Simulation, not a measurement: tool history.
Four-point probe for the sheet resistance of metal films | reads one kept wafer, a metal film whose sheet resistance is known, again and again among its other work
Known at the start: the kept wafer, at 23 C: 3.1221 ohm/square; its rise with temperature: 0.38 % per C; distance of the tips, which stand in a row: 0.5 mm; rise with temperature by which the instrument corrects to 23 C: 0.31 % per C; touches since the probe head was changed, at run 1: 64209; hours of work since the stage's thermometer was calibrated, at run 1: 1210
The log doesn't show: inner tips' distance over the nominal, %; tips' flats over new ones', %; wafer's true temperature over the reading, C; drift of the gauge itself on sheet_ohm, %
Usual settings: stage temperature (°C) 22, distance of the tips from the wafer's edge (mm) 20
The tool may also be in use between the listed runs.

run   hour  stage temperature (°C)  distance of the tips from the wafer's edge (mm)  touches since the probe head was changed  hours of work since the stage's thermometer was calibrated  sheet resistance as the instrument gives it (ohm/square)
  1      0                      22                                               20                                     64209                                                        1210                                                  3.119832
  2   36.9                      22                                               20                                     65952                                                        1237                                                  3.120105
  3   75.7                      22                                               20                                     67783                                                        1266                                                  3.120664
  4  114.9                      22                                               20                                     69632                                                        1294                                                  3.119917
  5  140.8                      19                                               20                                     70859                                                        1314                                                  3.113848
  6  160.9                      19                                               20                                     71807                                                        1328                                                  3.112972
  7  192.5                      19                                               20                                     73299                                                        1352                                                  3.112358
  8  217.8                      22                                               20                                     74492                                                        1370                                                  3.120406
  9  243.3                      23                                               20                                     75694                                                        1389                                                  3.122556
 10  273.7                      23                                               20                                     77132                                                        1411                                                   3.12249
 11  302.3                      22                                               20                                     78480                                                        1433                                                  3.120798
 12  318.4                      22                                               20                                     79242                                                        1444                                                  3.120516
     336.5  -- stage's thermometer calibrated
 13    356                      18                                                5                                     80992                                                          14                                                  3.127108
 14    382                      18                                                5                                     82222                                                          34                                                  3.126641
 15  408.2                      18                                                5                                     83459                                                          53                                                   3.12636
 16  440.7                      25                                                5                                     84991                                                          77                                                  3.142864
 17  471.1                      25                                                5                                     86427                                                          99                                                  3.142265
 18  503.4                      25                                                5                                     87953                                                         123                                                  3.142551
 19  523.6                      22                                               15                                     88904                                                         138                                                  3.121142
 20  539.9                      22                                               15                                     89675                                                         150                                                  3.121438
 21  568.6                      22                                               15                                     91028                                                         171                                                  3.120713
 22  593.7                      22                                                4                                     92215                                                         189                                                  3.145798

4 ways to go on from here, each from the tool as it stands after run 22. What would each give?
  A  619.7                      34                                               20                                     93443                                                         209                                                         ?
  B  619.7                      22                                               16                                     93443                                                         209                                                         ?
  C  619.7                      23                                               13                                     93443                                                         209                                                         ?
  D  619.7                      26                                               31                                     93443                                                         209                                                         ?

run  sheet resistance as the instrument gives it (ohm/square)
  A                                                  3.145075
  B                                                  3.121013
  C                                                  3.124179
  D                                                  3.129176
Without the tool's hidden state the same runs would have given:
run  sheet resistance as the instrument gives it (ohm/square)
  A                                                  3.145758
  B                                                  3.121692
  C                                                  3.124858
  D                                                  3.129857
